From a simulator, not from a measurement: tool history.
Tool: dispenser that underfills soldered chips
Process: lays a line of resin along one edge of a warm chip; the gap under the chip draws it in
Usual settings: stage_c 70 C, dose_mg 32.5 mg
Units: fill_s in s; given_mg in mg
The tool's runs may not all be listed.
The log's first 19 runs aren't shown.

-- hour=135.1 new syringe of resin
run 20 hour=137.4 | stage_c=63 dose_mg=31.1 | fill_s=84.5 given_mg=29.9
run 21 hour=142.2 | stage_c=63 dose_mg=31.1 | fill_s=101.3 given_mg=29.88
-- hour=146.2 new syringe of resin
run 22 hour=152.1 | stage_c=63 dose_mg=31.1 | fill_s=95.9 given_mg=29.61
run 23 hour=157 | stage_c=69 dose_mg=31.1 | fill_s=83.7 given_mg=29.85
-- hour=158.1 new syringe of resin
run 24 hour=163.7 | stage_c=69 dose_mg=31.1 | fill_s=69.4 given_mg=29.87
run 25 hour=168.3 | stage_c=69 dose_mg=31.1 | fill_s=82.8 given_mg=29.62
-- hour=169.4 new syringe of resin
run 26 hour=177.8 | stage_c=64 dose_mg=31.3 | fill_s=101.9 given_mg=29.89
-- hour=180.6 new syringe of resin
run 27 hour=182.5 | stage_c=64 dose_mg=31.3 | fill_s=75.1 given_mg=29.74
run 28 hour=189.6 | stage_c=63 dose_mg=27.8 | fill_s=107.6 given_mg=26.66
-- hour=192.1 new syringe of resin
run 29 hour=199.6 | stage_c=78 dose_mg=40.1 | fill_s=46.6 given_mg=38.13
-- hour=203.7 new syringe of resin
run 30 hour=208 | stage_c=64 dose_mg=29.4 | fill_s=87.3 given_mg=27.7

Forecast each of these 4 alternatives for the next run:
-- hour=215.2 new syringe of resin
run A hour=215.2 | stage_c=58 dose_mg=32.5 | fill_s=? given_mg=?
-- hour=215.2 new syringe of resin
run B hour=215.2 | stage_c=64 dose_mg=35.5 | fill_s=? given_mg=?
-- hour=215.2 new syringe of resin
run C hour=215.2 | stage_c=64 dose_mg=28.5 | fill_s=? given_mg=?
-- hour=215.2 new syringe of resin
run D hour=215.2 | stage_c=58 dose_mg=32.4 | fill_s=? given_mg=?

run=A fill_s=98.5 given_mg=30.71
run=B fill_s=71.8 given_mg=33.58
run=C fill_s=73.1 given_mg=26.82
run=D fill_s=98.9 given_mg=30.41
Without the tool's hidden state the same runs would have given:
run=A fill_s=108.8 given_mg=32.5
run=B fill_s=79.3 given_mg=35.55
run=C fill_s=79.8 given_mg=28.39
run=D fill_s=109.2 given_mg=32.19
